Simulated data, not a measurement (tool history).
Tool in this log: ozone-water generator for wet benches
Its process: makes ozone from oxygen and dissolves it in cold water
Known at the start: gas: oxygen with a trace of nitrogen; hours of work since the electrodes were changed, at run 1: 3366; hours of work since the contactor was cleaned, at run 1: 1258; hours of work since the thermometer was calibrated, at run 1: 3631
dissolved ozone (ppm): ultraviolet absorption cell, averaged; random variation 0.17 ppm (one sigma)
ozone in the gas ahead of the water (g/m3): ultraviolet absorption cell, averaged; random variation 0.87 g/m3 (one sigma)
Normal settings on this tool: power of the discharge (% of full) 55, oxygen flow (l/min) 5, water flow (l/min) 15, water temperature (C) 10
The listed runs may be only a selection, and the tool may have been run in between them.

run    hour  power of the discharge (% of full)  oxygen flow (l/min)  water flow (l/min)  water temperature (C)  hours of work since the electrodes were changed  hours of work since the contactor was cleaned  hours of work since the thermometer was calibrated  dissolved ozone (ppm)  ozone in the gas ahead of the water (g/m3)
  1       0                                  55                    5                  15                     10                                             3366                                           1258                                                3631                   18.2                                       120.4
  2   132.4                                  55                    5                  15                     10                                             3446                                           1338                                                3711                   18.2                                         120
  3   281.7                                  55                    5                  15                     10                                             3536                                           1428                                                3802                   18.4                                       119.5
  4   460.3                                  55                    5                  15                     10                                             3644                                           1536                                                3910                   18.2                                       117.5
  5   549.8                                  55                    5                  12                     10                                             3698                                           1590                                                3964                   21.3                                       118.6
  6   678.2                                  55                    5                  12                     10                                             3776                                           1668                                                4041                   21.5                                       117.9
  7   766.2                                  55                    5                  12                     10                                             3829                                           1721                                                4095                   21.2                                       118.6
  8   938.6                                  55                    5                  12                     10                                             3934                                           1826                                                4199                   20.8                                       114.9
  9  1044.1                                  55                    5                  19                     10                                             3997                                           1889                                                4263                   14.5                                       116.7
 10  1200.5                                  55                    5                  13                     10                                             4092                                           1984                                                4357                   19.5                                       116.3
 11  1345.3                                  55                    5                  13                     10                                             4179                                           2071                                                4445                   19.6                                       115.7
 12  1432.1                                  55                    5                  15                     10                                             4232                                           2124                                                4497                   17.6                                       114.7
 13  1556.2                                  55                    5                  15                     10                                             4307                                           2199                                                4572                   17.3                                       115.1
 14  1700.5                                  70                    5                  15                     10                                             4394                                           2286                                                4659                   19.4                                       127.7
 15  1809.9                                  70                 8.45                  15                     10                                             4460                                           2352                                                4726                   17.2                                        87.9
 16  1896.9                                  55                    5                  15                     10                                             4513                                           2405                                                4778                     17                                       112.4
     2006.1  -- contactor cleaned
 17  2015.6                                  55                    5                  15                     10                                             4582                                              6                                                4848                   17.2                                       111.5
 18    2197                                  55                 3.26                  20                     13                                             4692                                            115                                                4957                   13.2                                       148.6
 19    2298                                  55                    5                  10                     10                                             4753                                            177                                                5018                   22.5                                         111
       2442  -- water thermometer calibrated
 20  2482.6                                  55                    5                  13                      5                                             4864                                            288                                                  25                   20.5                                       110.9
 21  2643.7                                  71                    5                  18                     10                                             4962                                            385                                                 122                   16.3                                       120.4
 22  2768.3                                  85                    5                  15                      7                                             5037                                            461                                                 197                   21.1                                       131.4
 23  2856.8                                  85                    5                  15                      7                                             5091                                            514                                                 251                   20.8                                         129
 24  2938.4                                  86                    5                  20                     15                                             5140                                            563                                                 300                   15.1                                       130.4
 25  3087.5                                  86                    5                  20                     15                                             5230                                            654                                                 390                   14.6                                       129.3
 26  3180.8                                  53                    5                  16                     10                                             5287                                            710                                                 447                   15.4                                       105.4
 27  3363.7                                  53                    5                  16                     10                                             5397                                            821                                                 557                   15.3                                       104.7
     3409.3  -- electrodes of the discharge changed
 28    3524                                  48                  3.3                  12                     16                                               69                                            914                                                 651                   23.3                                       173.4
 29  3677.7                                  48                  3.3                  12                     16                                              162                                           1007                                                 744                     23                                       173.4
 30  3753.8                                  48                  3.3                  20                     16                                              208                                           1053                                                 790                   15.1                                       174.4
 31  3865.1                                  46                  3.3                  20                     16                                              276                                           1120                                                 857                   14.5                                         169
 32  3990.9                                  55                 4.08                  15                     10                                              352                                           1196                                                 933                     22                                       159.7
 33  4109.1                                  85                    5                  15                      7                                              423                                           1268                                                1004                   27.9                                       172.5
 34  4288.5                                  85                    5                  15                      7                                              532                                           1376                                                1113                   28.1                                       173.5

For some of the steps in dissolved ozone (ppm) from one run to the next: how much would appear even if the tool had no hidden state, given the settings, what came in and random variation, and how much remains for the hidden state plus any gauge scatter that the measured result and the result without hidden state don't share?
What the log doesn't record here: yield of the discharge, % of new electrodes'; contactor's efficiency, % of a clean one's; true water temperature over the reading, C; drift of the gauge itself on ozone_ppm, %; drift of the gauge itself on gas_g_m3, %.
Run 18 -> 19: oxygen flow (l/min) 3.26 -> 5, water flow (l/min) 20 -> 10, water temperature (C) 13 -> 10. dissolved ozone (ppm) +9.3: hidden state -2.9, all else +12.2.
Run 21 -> 22: power of the discharge (% of full) 71 -> 85, water flow (l/min) 18 -> 15, water temperature (C) 10 -> 7. dissolved ozone (ppm) +4.8: hidden state -2.4, all else +7.2.
Run 27 -> 28: power of the discharge (% of full) 53 -> 48, oxygen flow (l/min) 5 -> 3.3, water flow (l/min) 16 -> 12, water temperature (C) 10 -> 16, electrodes of the discharge changed. dissolved ozone (ppm) +8: hidden state +4.7, all else +3.3.
Run 29 -> 30: water flow (l/min) 12 -> 20. dissolved ozone (ppm) -7.9: hidden state +0, all else -7.9.
